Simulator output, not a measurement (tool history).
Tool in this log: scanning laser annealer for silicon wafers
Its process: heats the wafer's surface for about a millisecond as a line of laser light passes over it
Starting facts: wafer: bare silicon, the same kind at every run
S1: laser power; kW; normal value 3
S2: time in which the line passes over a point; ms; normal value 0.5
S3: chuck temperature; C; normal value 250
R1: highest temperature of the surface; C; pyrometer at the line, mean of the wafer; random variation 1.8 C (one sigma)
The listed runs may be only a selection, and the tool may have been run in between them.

run   hour     S1     S2   S3   R1
  1      0      3    0.5  250  929
  2     25      3    0.5  250  926
  3   51.4      3    0.5  250  927
  4     89      3  0.484  250  913
  5  112.1      3  0.484  250  915
  6  158.2      3  0.484  250  913
  7  184.5      3  0.484  250  911
  8  207.2      3    0.5  239  909
     212.7  -- laser's power meter calibrated
  9  241.6      3    0.5  239  911
 10  284.2  3.299    0.5  250  988
     311.5  -- laser's power meter calibrated, once more
 11  319.3      3  0.354  250  819
 12  366.3  2.772  0.511  271  887
 13  392.1  2.598  0.438  250  782
     422.5  -- window over the wafer cleaned
 14    429  3.165    0.5  250  993
 15  456.8  2.718  0.423  285  867
 16  488.6  2.718  0.423  285  871
 17  520.7  2.718  0.423  285  867
 18  541.7  2.777  0.373  249  813
 19  584.8  2.567  0.528  268  866

The next listed run, before its measurement:
 20  615.5  2.567  0.528  268   ?

R1: 863 C
If the tool had no hidden condition, the same run with the same run-to-run variation would have returned R1 877 C.
